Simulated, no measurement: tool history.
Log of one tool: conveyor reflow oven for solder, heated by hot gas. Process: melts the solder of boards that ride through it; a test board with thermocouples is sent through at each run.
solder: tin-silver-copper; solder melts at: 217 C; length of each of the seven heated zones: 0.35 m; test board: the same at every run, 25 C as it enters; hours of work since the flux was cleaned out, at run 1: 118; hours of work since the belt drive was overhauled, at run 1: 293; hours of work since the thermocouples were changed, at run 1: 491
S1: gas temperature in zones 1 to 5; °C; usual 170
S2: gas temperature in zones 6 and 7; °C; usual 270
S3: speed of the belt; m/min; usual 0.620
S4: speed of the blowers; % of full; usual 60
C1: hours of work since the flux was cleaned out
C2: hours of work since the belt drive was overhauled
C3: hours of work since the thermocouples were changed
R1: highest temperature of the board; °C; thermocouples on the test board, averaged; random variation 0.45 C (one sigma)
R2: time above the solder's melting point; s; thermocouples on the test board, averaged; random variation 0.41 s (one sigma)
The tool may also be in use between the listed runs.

run 1 hour=0.0 | S1=170 S2=270 S3=0.620 S4=60 | C1=118 C2=293 C3=491 | R1=245.4 R2=42.5
run 2 hour=30.8 | S1=170 S2=270 S3=0.620 S4=60 | C1=136 C2=311 C3=510 | R1=245.1 R2=42.9
run 3 hour=50.6 | S1=170 S2=270 S3=0.620 S4=53 | C1=148 C2=323 C3=521 | R1=242.8 R2=39.8
run 4 hour=87.2 | S1=170 S2=270 S3=0.620 S4=60 | C1=170 C2=345 C3=544 | R1=245.0 R2=42.9
run 5 hour=130.4 | S1=170 S2=270 S3=0.620 S4=60 | C1=197 C2=371 C3=570 | R1=245.3 R2=42.0
-- hour=145.0 flux residue cleaned out of gas plates and filters
run 6 hour=157.5 | S1=170 S2=270 S3=0.620 S4=60 | C1=8 C2=385 C3=583 | R1=245.7 R2=43.4
run 7 hour=196.4 | S1=170 S2=270 S3=0.672 S4=60 | C1=31 C2=408 C3=607 | R1=241.7 R2=35.8
run 8 hour=222.1 | S1=172 S2=269 S3=0.510 S4=64 | C1=47 C2=424 C3=622 | R1=253.0 R2=61.0
run 9 hour=248.6 | S1=158 S2=270 S3=0.546 S4=54 | C1=63 C2=440 C3=638 | R1=246.1 R2=46.0
run 10 hour=285.5 | S1=158 S2=270 S3=0.546 S4=54 | C1=85 C2=462 C3=661 | R1=245.8 R2=45.3
run 11 hour=322.8 | S1=158 S2=270 S3=0.545 S4=51 | C1=108 C2=485 C3=683 | R1=244.6 R2=44.1

Forecast run 12:
run 12 hour=358.4 | S1=158 S2=270 S3=0.545 S4=51 | C1=129 C2=506 C3=705 | R1=? R2=?

Run 12 gave R1 244.0 °C, R2 45.4 s.
Without the tool's hidden state the same run would have given R1 244.3 °C, R2 45.6 s.
